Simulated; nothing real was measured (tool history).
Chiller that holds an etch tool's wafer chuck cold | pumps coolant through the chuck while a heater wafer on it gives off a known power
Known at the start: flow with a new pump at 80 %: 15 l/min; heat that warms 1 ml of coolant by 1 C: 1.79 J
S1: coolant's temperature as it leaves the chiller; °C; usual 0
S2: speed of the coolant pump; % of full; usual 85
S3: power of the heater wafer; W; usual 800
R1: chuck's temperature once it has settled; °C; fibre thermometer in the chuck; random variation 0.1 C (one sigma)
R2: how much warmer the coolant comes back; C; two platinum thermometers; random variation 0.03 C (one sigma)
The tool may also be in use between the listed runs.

{"run": 1, "hour": 0.0, "S1": 0, "S2": 85, "S3": 800, "R1": 6.6, "R2": 1.73}
{"run": 2, "hour": 183.6, "S1": 0, "S2": 85, "S3": 800, "R1": 6.8, "R2": 1.79}
{"run": 3, "hour": 380.8, "S1": 0, "S2": 85, "S3": 630, "R1": 5.2, "R2": 1.41}
{"run": 4, "hour": 598.3, "S1": 0, "S2": 85, "S3": 630, "R1": 5.5, "R2": 1.47}
{"run": 5, "hour": 699.4, "S1": 0, "S2": 85, "S3": 630, "R1": 5.2, "R2": 1.38}
{"run": 6, "hour": 883.8, "S1": 0, "S2": 85, "S3": 630, "R1": 5.2, "R2": 1.42}
{"run": 7, "hour": 1072.9, "S1": 0, "S2": 85, "S3": 630, "R1": 5.2, "R2": 1.42}
{"run": 8, "hour": 1257.2, "S1": 3, "S2": 85, "S3": 630, "R1": 8.5, "R2": 1.46}
{"run": 9, "hour": 1382.0, "S1": 3, "S2": 85, "S3": 630, "R1": 8.5, "R2": 1.47}
{"run": 10, "hour": 1568.0, "S1": 3, "S2": 85, "S3": 630, "R1": 8.4, "R2": 1.5}
{"run": 11, "hour": 1782.9, "S1": 3, "S2": 85, "S3": 630, "R1": 8.7, "R2": 1.46}
{"run": 12, "hour": 1877.1, "S1": 0, "S2": 61, "S3": 800, "R1": 9.3, "R2": 2.62}
{"run": 13, "hour": 1987.8, "S1": 0, "S2": 61, "S3": 800, "R1": 9.5, "R2": 2.65}
{"run": 14, "hour": 2172.0, "S1": 0, "S2": 61, "S3": 800, "R1": 9.7, "R2": 2.65}
{"run": 15, "hour": 2288.9, "S1": 0, "S2": 61, "S3": 800, "R1": 9.6, "R2": 2.66}
{"run": 16, "hour": 2411.9, "S1": 0, "S2": 61, "S3": 800, "R1": 9.7, "R2": 2.62}
{"run": 17, "hour": 2620.5, "S1": 6, "S2": 76, "S3": 484, "R1": 10.7, "R2": 1.3}
{"run": 18, "hour": 2717.1, "S1": 6, "S2": 85, "S3": 547, "R1": 10.9, "R2": 1.31}
{"run": 19, "hour": 2843.4, "S1": 6, "S2": 85, "S3": 547, "R1": 10.9, "R2": 1.33}
{"run": 20, "hour": 3046.8, "S1": 5, "S2": 99, "S3": 709, "R1": 10.7, "R2": 1.38}
{"run": 21, "hour": 3259.6, "S1": -3, "S2": 80, "S3": 661, "R1": 3.5, "R2": 1.7}
{"hour": 3401.2, "done": "chiller's thermometer calibrated"}
{"run": 22, "hour": 3422.5, "S1": -4, "S2": 65, "S3": 661, "R1": 4.1, "R2": 2.09}
{"run": 23, "hour": 3632.3, "S1": -4, "S2": 65, "S3": 661, "R1": 3.9, "R2": 2.1}
{"run": 24, "hour": 3794.0, "S1": 5, "S2": 99, "S3": 850, "R1": 12.2, "R2": 1.79}
{"run": 25, "hour": 3976.5, "S1": 0, "S2": 84, "S3": 617, "R1": 6.0, "R2": 1.56}
{"hour": 4159.2, "done": "coolant changed, channels flushed"}
{"run": 26, "hour": 4163.4, "S1": 10, "S2": 96, "S3": 800, "R1": 16.2, "R2": 1.8}
{"run": 27, "hour": 4350.9, "S1": -4, "S2": 72, "S3": 800, "R1": 4.2, "R2": 2.41}
{"run": 28, "hour": 4555.4, "S1": -4, "S2": 72, "S3": 800, "R1": 4.0, "R2": 2.33}
{"run": 29, "hour": 4659.9, "S1": -4, "S2": 72, "S3": 800, "R1": 4.3, "R2": 2.39}

5 ways to go on from here, each from the tool as it stands after run 29. What would each give?
{"run": "A", "hour": 4852.7, "S1": -7, "S2": 85, "S3": 800, "R1": "?", "R2": "?"}
{"run": "B", "hour": 4852.7, "S1": -7, "S2": 67, "S3": 800, "R1": "?", "R2": "?"}
{"run": "C", "hour": 4852.7, "S1": 5, "S2": 85, "S3": 800, "R1": "?", "R2": "?"}
{"run": "D", "hour": 4852.7, "S1": -4, "S2": 92, "S3": 800, "R1": "?", "R2": "?"}
{"run": "E", "hour": 4852.7, "S1": 4, "S2": 88, "S3": 800, "R1": "?", "R2": "?"}

run=A R1=0.1 R2=1.99
run=B R1=1.7 R2=2.55
run=C R1=12.2 R2=2.12
run=D R1=2.7 R2=1.89
run=E R1=10.9 R2=1.98
Without the tool's hidden state the same runs would have given:
run=A R1=-0.9 R2=1.65
run=B R1=0.5 R2=2.11
run=C R1=11.2 R2=1.77
run=D R1=1.7 R2=1.57
run=E R1=9.9 R2=1.65

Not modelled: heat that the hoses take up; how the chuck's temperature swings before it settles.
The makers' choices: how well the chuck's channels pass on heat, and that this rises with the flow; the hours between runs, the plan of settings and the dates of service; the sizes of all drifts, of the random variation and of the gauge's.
